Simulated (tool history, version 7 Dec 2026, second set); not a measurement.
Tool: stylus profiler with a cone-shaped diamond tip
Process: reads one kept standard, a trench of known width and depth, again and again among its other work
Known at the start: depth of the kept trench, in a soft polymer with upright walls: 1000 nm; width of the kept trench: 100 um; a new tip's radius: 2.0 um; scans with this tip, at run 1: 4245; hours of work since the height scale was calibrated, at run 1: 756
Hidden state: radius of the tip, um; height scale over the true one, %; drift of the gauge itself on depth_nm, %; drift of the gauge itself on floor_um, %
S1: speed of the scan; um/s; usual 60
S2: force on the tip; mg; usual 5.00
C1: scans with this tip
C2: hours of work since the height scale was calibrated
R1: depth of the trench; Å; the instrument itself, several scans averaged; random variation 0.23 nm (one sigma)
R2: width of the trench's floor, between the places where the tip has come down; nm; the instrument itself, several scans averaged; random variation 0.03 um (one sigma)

{"run": 1, "hour": 0.0, "S1": 60, "S2": 5.0, "C1": 4245, "C2": 756, "R1": 10178.3, "R2": 96260}
{"run": 2, "hour": 62.7, "S1": 86, "S2": 5.0, "C1": 4419, "C2": 787, "R1": 10179.3, "R2": 96210}
{"run": 3, "hour": 141.8, "S1": 86, "S2": 5.0, "C1": 4637, "C2": 826, "R1": 10177.3, "R2": 96230}
{"run": 4, "hour": 232.5, "S1": 86, "S2": 5.0, "C1": 4888, "C2": 871, "R1": 10180.2, "R2": 96250}
{"run": 5, "hour": 354.8, "S1": 86, "S2": 5.0, "C1": 5226, "C2": 931, "R1": 10177.1, "R2": 96170}
{"run": 6, "hour": 483.4, "S1": 44, "S2": 1.68, "C1": 5582, "C2": 995, "R1": 10084.5, "R2": 96200}
{"run": 7, "hour": 588.6, "S1": 44, "S2": 1.68, "C1": 5873, "C2": 1046, "R1": 10086.6, "R2": 96260}
{"run": 8, "hour": 708.8, "S1": 200, "S2": 7.04, "C1": 6205, "C2": 1106, "R1": 10226.5, "R2": 95960}
{"run": 9, "hour": 835.6, "S1": 35, "S2": 7.04, "C1": 6556, "C2": 1168, "R1": 10221.8, "R2": 96420}
{"run": 10, "hour": 969.9, "S1": 84, "S2": 13.43, "C1": 6927, "C2": 1234, "R1": 10345.3, "R2": 96320}

4 ways to go on from here, each from the tool as it stands after run 10. What would each give?
{"hour": 990.1, "done": "height scale calibrated on a step standard"}
{"run": "A", "hour": 1092.1, "S1": 28, "S2": 8.0, "C1": 7264, "C2": 50, "R1": "?", "R2": "?"}
{"hour": 990.1, "done": "height scale calibrated on a step standard"}
{"run": "B", "hour": 1092.1, "S1": 142, "S2": 3.05, "C1": 7264, "C2": 50, "R1": "?", "R2": "?"}
{"hour": 990.1, "done": "height scale calibrated on a step standard"}
{"run": "C", "hour": 1092.1, "S1": 58, "S2": 3.95, "C1": 7264, "C2": 50, "R1": "?", "R2": "?"}
{"hour": 990.1, "done": "height scale calibrated on a step standard"}
{"run": "D", "hour": 1092.1, "S1": 59, "S2": 5.0, "C1": 7264, "C2": 50, "R1": "?", "R2": "?"}

run=A R1=10246.2 R2=96420
run=B R1=10125.9 R2=95850
run=C R1=10154.3 R2=96250
run=D R1=10176.8 R2=96320
Without the tool's hidden state the same runs would have given:
run=A R1=10246.2 R2=96430
run=B R1=10125.9 R2=95860
run=C R1=10154.2 R2=96260
run=D R1=10176.8 R2=96330
